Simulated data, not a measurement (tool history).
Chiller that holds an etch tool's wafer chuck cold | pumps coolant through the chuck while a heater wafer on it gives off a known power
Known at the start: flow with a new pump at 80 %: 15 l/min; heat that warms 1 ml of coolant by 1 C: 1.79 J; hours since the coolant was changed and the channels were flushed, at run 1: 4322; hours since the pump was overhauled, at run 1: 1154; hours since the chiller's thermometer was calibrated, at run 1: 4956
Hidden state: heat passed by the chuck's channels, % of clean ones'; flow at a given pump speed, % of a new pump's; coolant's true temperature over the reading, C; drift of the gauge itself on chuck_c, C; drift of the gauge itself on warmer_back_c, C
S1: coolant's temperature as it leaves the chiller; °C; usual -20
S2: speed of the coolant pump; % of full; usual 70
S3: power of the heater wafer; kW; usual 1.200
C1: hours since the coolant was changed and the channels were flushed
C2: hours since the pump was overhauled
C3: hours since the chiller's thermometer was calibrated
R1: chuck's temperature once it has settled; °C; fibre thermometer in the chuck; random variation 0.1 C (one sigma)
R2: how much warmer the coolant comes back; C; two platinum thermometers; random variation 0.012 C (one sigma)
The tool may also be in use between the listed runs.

{"run": 1, "hour": 0.0, "S1": -20, "S2": 70, "S3": 1.2, "C1": 4322, "C2": 1154, "C3": 4956, "R1": -7.3, "R2": 3.06}
{"run": 2, "hour": 34.7, "S1": -20, "S2": 70, "S3": 1.2, "C1": 4357, "C2": 1189, "C3": 4990, "R1": -7.4, "R2": 3.05}
{"run": 3, "hour": 63.1, "S1": -20, "S2": 70, "S3": 1.2, "C1": 4385, "C2": 1217, "C3": 5019, "R1": -7.5, "R2": 3.05}
{"run": 4, "hour": 97.7, "S1": -20, "S2": 70, "S3": 1.2, "C1": 4420, "C2": 1252, "C3": 5053, "R1": -7.4, "R2": 3.06}
{"run": 5, "hour": 133.7, "S1": -20, "S2": 70, "S3": 1.2, "C1": 4456, "C2": 1288, "C3": 5089, "R1": -7.5, "R2": 3.06}
{"run": 6, "hour": 177.7, "S1": -20, "S2": 70, "S3": 1.2, "C1": 4500, "C2": 1332, "C3": 5133, "R1": -7.4, "R2": 3.05}
{"run": 7, "hour": 231.1, "S1": -20, "S2": 70, "S3": 1.2, "C1": 4553, "C2": 1385, "C3": 5187, "R1": -7.5, "R2": 3.05}
{"run": 8, "hour": 271.6, "S1": -26, "S2": 70, "S3": 1.2, "C1": 4594, "C2": 1426, "C3": 5227, "R1": -13.6, "R2": 3.06}
{"run": 9, "hour": 313.8, "S1": -26, "S2": 70, "S3": 1.2, "C1": 4636, "C2": 1468, "C3": 5269, "R1": -13.2, "R2": 3.05}
{"run": 10, "hour": 372.3, "S1": -26, "S2": 70, "S3": 1.2, "C1": 4694, "C2": 1526, "C3": 5328, "R1": -13.5, "R2": 3.07}
{"run": 11, "hour": 409.3, "S1": -26, "S2": 75, "S3": 1.2, "C1": 4731, "C2": 1563, "C3": 5365, "R1": -13.9, "R2": 2.86}
{"run": 12, "hour": 450.2, "S1": -26, "S2": 75, "S3": 1.2, "C1": 4772, "C2": 1604, "C3": 5406, "R1": -13.9, "R2": 2.88}
{"run": 13, "hour": 507.9, "S1": -20, "S2": 70, "S3": 1.045, "C1": 4830, "C2": 1662, "C3": 5464, "R1": -9.1, "R2": 2.69}
{"run": 14, "hour": 564.7, "S1": -23, "S2": 77, "S3": 1.2, "C1": 4887, "C2": 1719, "C3": 5520, "R1": -11.2, "R2": 2.77}
{"run": 15, "hour": 593.5, "S1": -23, "S2": 77, "S3": 1.2, "C1": 4916, "C2": 1748, "C3": 5549, "R1": -11.0, "R2": 2.78}
{"run": 16, "hour": 643.1, "S1": -19, "S2": 97, "S3": 0.718, "C1": 4965, "C2": 1797, "C3": 5599, "R1": -12.7, "R2": 1.35}
{"run": 17, "hour": 692.3, "S1": -21, "S2": 70, "S3": 1.2, "C1": 5014, "C2": 1846, "C3": 5648, "R1": -8.4, "R2": 3.07}
{"run": 18, "hour": 718.9, "S1": -21, "S2": 70, "S3": 1.2, "C1": 5041, "C2": 1873, "C3": 5674, "R1": -8.3, "R2": 3.06}
{"run": 19, "hour": 754.5, "S1": -20, "S2": 77, "S3": 1.2, "C1": 5077, "C2": 1909, "C3": 5710, "R1": -8.3, "R2": 2.79}
{"run": 20, "hour": 786.6, "S1": -20, "S2": 77, "S3": 1.2, "C1": 5109, "C2": 1941, "C3": 5742, "R1": -7.8, "R2": 2.78}
{"run": 21, "hour": 815.9, "S1": -20, "S2": 77, "S3": 0.631, "C1": 5138, "C2": 1970, "C3": 5772, "R1": -13.8, "R2": 1.47}
{"run": 22, "hour": 862.3, "S1": -21, "S2": 61, "S3": 1.2, "C1": 5184, "C2": 2016, "C3": 5818, "R1": -7.2, "R2": 3.5}
{"hour": 889.6, "done": "chiller's thermometer calibrated"}
{"run": 23, "hour": 906.3, "S1": -21, "S2": 61, "S3": 0.618, "C1": 5227, "C2": 2059, "C3": 17, "R1": -14.0, "R2": 1.81}

5 ways to go on from here, each from the tool as it stands after run 23. What would each give?
{"run": "A", "hour": 955.2, "S1": -29, "S2": 61, "S3": 0.914, "C1": 5276, "C2": 2108, "C3": 66, "R1": "?", "R2": "?"}
{"run": "B", "hour": 955.2, "S1": -21, "S2": 90, "S3": 1.207, "C1": 5276, "C2": 2108, "C3": 66, "R1": "?", "R2": "?"}
{"run": "C", "hour": 955.2, "S1": -21, "S2": 67, "S3": 0.731, "C1": 5276, "C2": 2108, "C3": 66, "R1": "?", "R2": "?"}
{"run": "D", "hour": 955.2, "S1": -17, "S2": 84, "S3": 1.618, "C1": 5276, "C2": 2108, "C3": 66, "R1": "?", "R2": "?"}
{"run": "E", "hour": 955.2, "S1": -23, "S2": 70, "S3": 1.2, "C1": 5276, "C2": 2108, "C3": 66, "R1": "?", "R2": "?"}

run=A R1=-18.7 R2=2.69
run=B R1=-10.0 R2=2.41
run=C R1=-13.0 R2=1.92
run=D R1=-1.6 R2=3.45
run=E R1=-10.3 R2=3.07
Without the tool's hidden state the same runs would have given:
run=A R1=-18.7 R2=2.69
run=B R1=-10.1 R2=2.41
run=C R1=-13.1 R2=1.92
run=D R1=-1.7 R2=3.45
run=E R1=-10.4 R2=3.07
